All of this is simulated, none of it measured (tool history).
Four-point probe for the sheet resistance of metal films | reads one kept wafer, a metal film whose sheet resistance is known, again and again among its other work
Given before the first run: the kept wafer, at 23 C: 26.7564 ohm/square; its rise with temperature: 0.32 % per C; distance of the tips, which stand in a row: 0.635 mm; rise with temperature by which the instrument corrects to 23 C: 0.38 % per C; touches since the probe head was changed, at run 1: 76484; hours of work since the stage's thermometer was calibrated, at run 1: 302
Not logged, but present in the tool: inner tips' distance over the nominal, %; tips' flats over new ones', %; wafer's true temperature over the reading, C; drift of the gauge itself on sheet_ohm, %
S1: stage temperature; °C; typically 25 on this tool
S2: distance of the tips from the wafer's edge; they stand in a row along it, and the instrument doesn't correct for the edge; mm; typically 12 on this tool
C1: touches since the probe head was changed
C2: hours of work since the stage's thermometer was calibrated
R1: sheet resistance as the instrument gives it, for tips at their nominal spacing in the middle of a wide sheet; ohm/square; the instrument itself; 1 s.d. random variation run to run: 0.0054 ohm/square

run    hour  S1  S2      C1    C2         R1
  1       0  25  12   76484   302   26.76464
  2   106.2  25  12   81215   381  26.765367
  3     176  25  12   84325   433  26.763663
  4   223.4  25  12   86435   468  26.761538
  5   268.7  25  12   88456   501  26.767062
  6   333.7  25   6   91352   550  26.887034
  7   419.8  25  51   95188   613  26.727092
  8     486  25  16   98136   662   26.74996
  9   594.5  25  16  102968   743  26.738094
 10   641.3  25  16  105055   777  26.751485
 11   746.4  25  16  109738   855  26.747291
 12   848.7  25  16  114294   931   26.73879
 13   949.1  25  16  118766  1005  26.749584
 14    1007  25  16  121345  1048  26.744585
 15  1059.1  22  12  123667  1087   26.81645
 16  1158.7  25  12  128106  1160  26.761096
 17  1249.3  25  54  132139  1227  26.732031
 18  1326.3  32  12  135569  1284  26.638892
 19  1389.5  32  12  138387  1331    26.6456
 20  1477.4  32  12  142301  1396  26.649405
 21  1557.4  32  12  145865  1456  26.636914
 22  1629.3  32  12  149067  1509  26.646341
 23  1682.1  32  12  151421  1548  26.653331
 24  1770.6  32  12  155364  1613  26.655833
 25    1845  23  34  158678  1669  26.762321
 26  1942.8  23  34  163037  1741   26.76572
 27  2010.2  23  34  166039  1791  26.764658
 28    2115  23  34  170708  1869  26.768201

Estimate the outcome of run 29 from the log above:
 29  2204.7  24  12  174704  1935   ?

{"run 29": {"R1": 26.774782}}
On a tool with no hidden condition, and with the same random variation, this run would have come out at R1 26.772373 ohm/square.

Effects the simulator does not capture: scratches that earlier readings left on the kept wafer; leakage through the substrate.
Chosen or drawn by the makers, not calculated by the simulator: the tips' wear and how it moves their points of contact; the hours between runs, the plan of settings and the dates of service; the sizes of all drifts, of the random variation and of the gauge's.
